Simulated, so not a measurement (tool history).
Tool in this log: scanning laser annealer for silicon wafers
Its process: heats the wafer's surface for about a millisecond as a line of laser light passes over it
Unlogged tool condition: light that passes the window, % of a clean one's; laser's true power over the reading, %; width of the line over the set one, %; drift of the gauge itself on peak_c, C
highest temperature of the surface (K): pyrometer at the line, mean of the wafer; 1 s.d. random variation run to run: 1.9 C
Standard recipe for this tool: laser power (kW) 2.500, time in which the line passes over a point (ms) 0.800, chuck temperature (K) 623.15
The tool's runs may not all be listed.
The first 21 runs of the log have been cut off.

run    hour  laser power (kW)  time in which the line passes over a point (ms)  chuck temperature (K)  hours of work since the window was cleaned  hours of work since the power meter was calibrated  hours of work since the optics were aligned  highest temperature of the surface (K)
 22   605.4             2.445                                            0.803                 584.15                                         261                                                 547                                          156                                 1305.15
 23   643.3             2.336                                            0.923                 623.15                                         282                                                 567                                          176                                 1368.15
 24   660.5             2.336                                            0.923                 623.15                                         291                                                 577                                          186                                 1369.15
 25   689.2             2.250                                            0.640                 658.15                                         306                                                 592                                          201                                 1246.15
 26   715.9             2.290                                            0.822                 590.15                                         321                                                 606                                          216                                 1275.15
 27   749.9             2.294                                            0.599                 635.15                                         339                                                 625                                          234                                 1209.15
 28   768.0             2.294                                            0.599                 635.15                                         349                                                 634                                          244                                 1210.15
 29   808.8             2.526                                            0.671                 596.15                                         371                                                 656                                          265                                 1267.15
 30   831.4             2.526                                            0.671                 596.15                                         383                                                 668                                          278                                 1264.15
 31   850.2             2.138                                            0.800                 603.15                                         393                                                 679                                          288                                 1233.15
 32   888.8             2.354                                            0.803                 631.15                                         414                                                 699                                          309                                 1320.15
 33   911.2             2.151                                            0.608                 623.15                                         426                                                 711                                          321                                 1166.15
 34   950.4             2.327                                            0.608                 594.15                                         447                                                 732                                          342                                 1179.15
 35   991.9             2.457                                            0.991                 640.15                                         469                                                 755                                          364                                 1442.15
 36  1028.4             2.369                                            0.915                 637.15                                         489                                                 774                                          384                                 1381.15
 37  1050.7             2.683                                            0.607                 649.15                                         501                                                 786                                          396                                 1314.15

5 options for the next run, each taken on its own from the tool as it stands now. Forecast them:
  A  1069.3             2.683                                            0.603                 634.15                                         511                                                 796                                          406                                       ?
  B  1069.3             2.475                                            0.800                 623.15                                         511                                                 796                                          406                                       ?
  C  1069.3             2.435                                            0.607                 586.15                                         511                                                 796                                          406                                       ?
  D  1069.3             2.726                                            0.607                 617.15                                         511                                                 796                                          406                                       ?
  E  1069.3             2.683                                            0.883                 649.15                                         511                                                 796                                          406                                       ?

run  highest temperature of the surface (K)
  A                                 1300.15
  B                                 1340.15
  C                                 1195.15
  D                                 1294.15
  E                                 1469.15
Stripped of hidden state, with their random variation kept, the same runs would have yielded:
run  highest temperature of the surface (K)
  A                                 1316.15
  B                                 1358.15
  C                                 1210.15
  D                                 1310.15
  E                                 1489.15

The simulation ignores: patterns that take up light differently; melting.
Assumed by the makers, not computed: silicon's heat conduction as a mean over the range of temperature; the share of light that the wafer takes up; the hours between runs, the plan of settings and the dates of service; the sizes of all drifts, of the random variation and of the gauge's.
